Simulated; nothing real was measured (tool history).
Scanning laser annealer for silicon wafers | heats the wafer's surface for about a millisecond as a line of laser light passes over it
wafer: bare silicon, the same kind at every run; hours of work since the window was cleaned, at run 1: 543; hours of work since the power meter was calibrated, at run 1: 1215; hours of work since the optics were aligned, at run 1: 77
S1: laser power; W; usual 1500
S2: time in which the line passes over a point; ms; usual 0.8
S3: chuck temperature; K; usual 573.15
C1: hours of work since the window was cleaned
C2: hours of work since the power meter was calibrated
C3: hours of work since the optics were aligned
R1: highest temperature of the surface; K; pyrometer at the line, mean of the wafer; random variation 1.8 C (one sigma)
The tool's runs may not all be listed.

run    hour    S1     S2      S3   C1    C2   C3       R1
  1       0  1500    0.8  573.15  543  1215   77  1283.15
  2    36.1  1500    0.8  559.15  570  1243  105  1268.15
       63.2  -- window over the wafer cleaned
  3    71.7  1500    0.8  559.15    7  1268  130  1267.15
  4   136.1  1500  0.857  573.15   55  1317  179  1308.15
  5   171.8  1500    0.8  573.15   83  1344  206  1282.15
  6   237.6  1500    0.8  573.15  132  1394  256  1284.15
  7   287.2  1483    0.8  573.15  170  1432  294  1274.15
  8   329.1  1483    0.8  573.15  202  1464  326  1274.15
  9   391.9  1483    0.8  573.15  250  1511  374  1272.15
 10   455.9  1500    0.9  573.15  298  1560  422  1327.15
 11   490.3  1500    0.9  573.15  324  1586  448  1324.15
 12   527.3  1500    0.9  573.15  352  1614  476  1328.15
 13   563.1  1500    0.9  573.15  380  1641  504  1329.15
 14   627.3  1500    0.9  573.15  428  1690  552  1326.15
 15   668.6  1500    0.9  573.15  460  1721  584  1328.15
 16   723.4  1500    0.9  573.15  501  1763  625  1326.15
 17   767.5  1500    0.9  573.15  535  1797  659  1323.15
 18   802.9  1344  0.731  589.15  562  1823  686  1201.15
      832.3  -- optics aligned, line set to its width
      844.7  -- window over the wafer cleaned
 19   844.7  1500    0.8  597.15    0  1850    8  1306.15
 20   880.1  1500  0.853  602.15   27  1877   35  1338.15
 21   928.5  1296  0.811  605.15   64  1913   71  1229.15
 22     986  1575   0.81  589.15  107  1957  115  1334.15
 23  1038.2  1283  0.577  541.15  147  1997  155  1063.15
 24  1101.1  1500  0.907  573.15  195  2045  203  1330.15
 25  1157.5  1572  0.593  576.15  238  2087  245  1212.15
 26  1215.1  1604  0.927  573.15  281  2131  289  1386.15
 27  1261.8  1446  0.643  573.15  317  2167  325  1187.15
 28  1321.1  1446  0.643  573.15  362  2212  370  1187.15
 29  1385.4  1594  0.947  567.15  411  2260  418  1384.15
 30  1424.1  1594  0.947  567.15  440  2290  448  1383.15
 31  1468.8  1562    0.8  573.15  474  2324  482  1310.15
 32  1503.1  1312  0.569  570.15  500  2350  508  1102.15
 33  1555.7  1447  0.726  547.15  540  2390  548  1201.15

Hidden state at the last listed run before each entry between runs and at the first one after, where it differs:
Between runs 2 and 3: window over the wafer cleaned (hour 63.2)
  light that passes the window, % of a clean one's: 99.92 -> 99.99
Between runs 18 and 19: optics aligned, line set to its width (hour 832.3); window over the wafer cleaned (hour 844.7)
  light that passes the window, % of a clean one's: 99.91 -> 99.99; width of the line over the set one, %: 0.12 -> 0
